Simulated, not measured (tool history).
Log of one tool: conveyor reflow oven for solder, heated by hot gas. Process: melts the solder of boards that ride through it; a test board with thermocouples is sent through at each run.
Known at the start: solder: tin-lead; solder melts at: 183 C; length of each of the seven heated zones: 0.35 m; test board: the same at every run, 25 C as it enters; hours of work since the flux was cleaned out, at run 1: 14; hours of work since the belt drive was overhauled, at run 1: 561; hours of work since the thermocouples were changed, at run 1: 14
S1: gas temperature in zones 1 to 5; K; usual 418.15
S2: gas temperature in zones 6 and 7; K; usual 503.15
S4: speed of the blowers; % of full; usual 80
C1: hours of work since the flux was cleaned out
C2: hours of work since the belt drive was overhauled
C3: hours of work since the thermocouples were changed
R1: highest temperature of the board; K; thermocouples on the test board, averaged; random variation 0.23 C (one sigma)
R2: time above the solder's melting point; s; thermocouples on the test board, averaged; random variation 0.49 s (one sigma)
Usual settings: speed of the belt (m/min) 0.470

Run 1, day 0.000: usual settings; C1 14; C2 561; C3 14. Result: R1 492.05 K, R2 73.9 s.
Run 2, day 1.938: usual settings; C1 34; C2 581; C3 34. Result: R1 492.55 K, R2 74.7 s.
Run 3, day 4.117: usual settings; C1 57; C2 604; C3 57. Result: R1 492.05 K, R2 73.9 s.
Run 4, day 7.521: usual settings but S1 404.15 K; C1 92; C2 640; C3 92. Result: R1 490.15 K, R2 65.7 s.
Run 5, day 9.479: usual settings but S1 404.15 K; C1 113; C2 660; C3 113. Result: R1 490.05 K, R2 65.7 s.
Run 6, day 11.638: usual settings but S1 404.15 K; C1 135; C2 683; C3 135. Result: R1 489.85 K, R2 64.4 s.
Run 7, day 14.646: usual settings; C1 166; C2 714; C3 166. Result: R1 492.05 K, R2 73.9 s.
Run 8, day 17.679: usual settings; C1 198; C2 746; C3 198. Result: R1 491.55 K, R2 73.4 s.
Run 9, day 19.783: usual settings; C1 220; C2 767; C3 220. Result: R1 491.65 K, R2 72.8 s.
Run 10, day 23.917: usual settings; C1 263; C2 811; C3 263. Result: R1 492.15 K, R2 74.2 s.
Run 11, day 26.021: usual settings but speed of the belt (m/min) 0.474; C1 285; C2 832; C3 285. Result: R1 491.25 K, R2 72.1 s.
At day 26.517: flux residue cleaned out of gas plates and filters.
Run 12, day 29.683: usual settings but speed of the belt (m/min) 0.474; C1 33; C2 869; C3 321. Result: R1 492.65 K, R2 74.2 s.
Run 13, day 32.021: usual settings but S1 423.15 K; C1 57; C2 893; C3 345. Result: R1 493.05 K, R2 78.1 s.
Run 14, day 34.138: usual settings but S1 423.15 K; C1 79; C2 915; C3 367. Result: R1 493.25 K, R2 77.4 s.
Run 15, day 36.092: usual settings but S1 423.15 K; C1 100; C2 935; C3 388. Result: R1 493.25 K, R2 78.7 s.
Run 16, day 39.529: usual settings but S1 406.15 K, S2 497.15 K; C1 136; C2 971; C3 424. Result: R1 485.25 K, R2 63.1 s.
Run 17, day 41.583: usual settings but S1 416.15 K, S2 500.15 K, speed of the belt (m/min) 0.412, S4 59 % of full; C1 157; C2 993; C3 445. Result: R1 488.85 K, R2 81.0 s.
Run 18, day 43.475: usual settings but S1 416.15 K, S2 500.15 K, speed of the belt (m/min) 0.412, S4 59 % of full; C1 177; C2 1012; C3 465. Result: R1 489.65 K, R2 81.6 s.
Run 19, day 45.204: usual settings but S1 411.15 K, S2 507.15 K, speed of the belt (m/min) 0.552; C1 195; C2 1030; C3 483. Result: R1 489.75 K, R2 57.8 s.
Run 20, day 47.554: usual settings but speed of the belt (m/min) 0.543, S4 74 % of full; C1 219; C2 1055; C3 507. Result: R1 487.65 K, R2 59.4 s.
Run 21, day 51.358: usual settings but speed of the belt (m/min) 0.543, S4 74 % of full; C1 259; C2 1095; C3 547. Result: R1 487.25 K, R2 59.0 s.
Run 22, day 53.242: usual settings but S1 421.15 K, S2 494.15 K, S4 59 % of full; C1 279; C2 1114; C3 567. Result: R1 481.35 K, R2 65.5 s.
At day 54.425: flux residue cleaned out of gas plates and filters.
Run 23, day 56.492: usual settings but S2 497.15 K, speed of the belt (m/min) 0.451, S4 65 % of full; C1 22; C2 1146; C3 598. Result: R1 487.05 K, R2 74.0 s.
Run 24, day 59.975: usual settings but S2 497.15 K, speed of the belt (m/min) 0.451, S4 65 % of full; C1 58; C2 1182; C3 635. Result: R1 487.15 K, R2 74.1 s.
Run 25, day 63.333: usual settings but S1 416.15 K, S2 500.15 K, speed of the belt (m/min) 0.418, S4 79 % of full; C1 93; C2 1217; C3 670. Result: R1 492.85 K, R2 84.4 s.
Run 26, day 67.317: usual settings but S1 409.15 K, speed of the belt (m/min) 0.418, S4 79 % of full; C1 134; C2 1259; C3 711. Result: R1 494.85 K, R2 83.7 s.
Run 27, day 69.708: usual settings but S2 502.15 K; C1 159; C2 1284; C3 736. Result: R1 492.35 K, R2 74.8 s.
Run 28, day 72.150: usual settings but S2 518.15 K; C1 185; C2 1309; C3 762. Result: R1 506.65 K, R2 83.4 s.

Hidden state or all else? Some run-to-run changes of R1, split into what the settings, what came in and random variation would give without the hidden state, and what is left for the hidden state (with any gauge scatter that isn't in both results):
The hidden state here: heat that the gas passes to the board, % of a clean oven's; belt's true speed, % of the reading; true gas temperature in zones 6 and 7 over the reading, C; drift of the gauge itself on peak_c, C; drift of the gauge itself on liquid_s, %.
Run 11 -> 12: flux residue cleaned out of gas plates and filters. R1 +1.40 K: hidden state +1.50, all else -0.10.
Run 15 -> 16: S1 423.15 -> 406.15, S2 503.15 -> 497.15. R1 -8.00 K: hidden state -0.20, all else -7.80.
Run 22 -> 23: S1 421.15 -> 418.15, S2 494.15 -> 497.15, speed of the belt (m/min) 0.470 -> 0.451, S4 59 -> 65, flux residue cleaned out of gas plates and filters. R1 +5.70 K: hidden state +1.50, all else +4.20.
Run 27 -> 28: S2 502.15 -> 518.15. R1 +14.30 K: hidden state -0.10, all else +14.40.
